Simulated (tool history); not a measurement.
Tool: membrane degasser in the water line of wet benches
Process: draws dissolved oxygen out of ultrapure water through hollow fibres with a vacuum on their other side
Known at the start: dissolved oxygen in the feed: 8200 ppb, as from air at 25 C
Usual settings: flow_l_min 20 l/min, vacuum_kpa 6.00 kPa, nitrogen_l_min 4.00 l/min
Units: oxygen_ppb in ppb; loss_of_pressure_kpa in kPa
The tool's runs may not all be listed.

run 1 hour=0.0 | flow_l_min=20 vacuum_kpa=6.00 nitrogen_l_min=4.00 | oxygen_ppb=206.3 loss_of_pressure_kpa=58.82
run 2 hour=268.1 | flow_l_min=20 vacuum_kpa=6.00 nitrogen_l_min=4.00 | oxygen_ppb=216.4 loss_of_pressure_kpa=59.10
run 3 hour=549.8 | flow_l_min=20 vacuum_kpa=6.00 nitrogen_l_min=4.00 | oxygen_ppb=214.5 loss_of_pressure_kpa=58.83
run 4 hour=816.3 | flow_l_min=20 vacuum_kpa=6.00 nitrogen_l_min=7.32 | oxygen_ppb=198.2 loss_of_pressure_kpa=58.97
run 5 hour=935.4 | flow_l_min=20 vacuum_kpa=6.00 nitrogen_l_min=7.32 | oxygen_ppb=201.3 loss_of_pressure_kpa=58.93
run 6 hour=1061.7 | flow_l_min=20 vacuum_kpa=6.00 nitrogen_l_min=7.32 | oxygen_ppb=201.7 loss_of_pressure_kpa=59.02
run 7 hour=1312.6 | flow_l_min=20 vacuum_kpa=5.88 nitrogen_l_min=4.00 | oxygen_ppb=215.9 loss_of_pressure_kpa=59.28
-- hour=1333.6 vacuum gauge calibrated
run 8 hour=1588.6 | flow_l_min=20 vacuum_kpa=6.00 nitrogen_l_min=8.72 | oxygen_ppb=199.6 loss_of_pressure_kpa=59.22
run 9 hour=1760.1 | flow_l_min=20 vacuum_kpa=6.00 nitrogen_l_min=8.72 | oxygen_ppb=198.9 loss_of_pressure_kpa=59.13
run 10 hour=1879.6 | flow_l_min=20 vacuum_kpa=6.00 nitrogen_l_min=4.00 | oxygen_ppb=216.7 loss_of_pressure_kpa=58.86
run 11 hour=2085.5 | flow_l_min=28 vacuum_kpa=9.49 nitrogen_l_min=11.64 | oxygen_ppb=420.8 loss_of_pressure_kpa=82.80
run 12 hour=2316.6 | flow_l_min=28 vacuum_kpa=9.49 nitrogen_l_min=11.64 | oxygen_ppb=428.5 loss_of_pressure_kpa=83.52
-- hour=2387.5 vacuum gauge calibrated, once more
run 13 hour=2562.1 | flow_l_min=28 vacuum_kpa=9.49 nitrogen_l_min=11.64 | oxygen_ppb=434.4 loss_of_pressure_kpa=83.14
run 14 hour=2681.5 | flow_l_min=19 vacuum_kpa=9.49 nitrogen_l_min=1.79 | oxygen_ppb=317.5 loss_of_pressure_kpa=56.49
run 15 hour=2927.4 | flow_l_min=19 vacuum_kpa=11.28 nitrogen_l_min=11.63 | oxygen_ppb=195.7 loss_of_pressure_kpa=56.05
run 16 hour=3124.4 | flow_l_min=19 vacuum_kpa=11.28 nitrogen_l_min=11.63 | oxygen_ppb=199.1 loss_of_pressure_kpa=56.53
run 17 hour=3383.2 | flow_l_min=30 vacuum_kpa=10.11 nitrogen_l_min=4.00 | oxygen_ppb=571.9 loss_of_pressure_kpa=89.52
run 18 hour=3530.4 | flow_l_min=30 vacuum_kpa=10.11 nitrogen_l_min=4.00 | oxygen_ppb=572.5 loss_of_pressure_kpa=89.96
run 19 hour=3758.2 | flow_l_min=21 vacuum_kpa=13.40 nitrogen_l_min=4.00 | oxygen_ppb=341.2 loss_of_pressure_kpa=62.81
run 20 hour=3974.1 | flow_l_min=21 vacuum_kpa=6.00 nitrogen_l_min=2.06 | oxygen_ppb=271.4 loss_of_pressure_kpa=62.81

Forecast each of these 4 alternatives for the next run:
run A hour=4156.7 | flow_l_min=29 vacuum_kpa=7.51 nitrogen_l_min=4.00 | oxygen_ppb=? loss_of_pressure_kpa=?
run B hour=4156.7 | flow_l_min=21 vacuum_kpa=6.00 nitrogen_l_min=2.36 | oxygen_ppb=? loss_of_pressure_kpa=?
run C hour=4156.7 | flow_l_min=14 vacuum_kpa=6.00 nitrogen_l_min=4.00 | oxygen_ppb=? loss_of_pressure_kpa=?
run D hour=4156.7 | flow_l_min=23 vacuum_kpa=6.00 nitrogen_l_min=7.61 | oxygen_ppb=? loss_of_pressure_kpa=?

run=A oxygen_ppb=497.2 loss_of_pressure_kpa=86.76
run=B oxygen_ppb=271.4 loss_of_pressure_kpa=62.91
run=C oxygen_ppb=96.4 loss_of_pressure_kpa=41.67
run=D oxygen_ppb=282.5 loss_of_pressure_kpa=68.75
Without the tool's hidden state the same runs would have given:
run=A oxygen_ppb=456.0 loss_of_pressure_kpa=84.02
run=B oxygen_ppb=244.8 loss_of_pressure_kpa=60.92
run=C oxygen_ppb=84.5 loss_of_pressure_kpa=40.35
run=D oxygen_ppb=253.8 loss_of_pressure_kpa=66.58
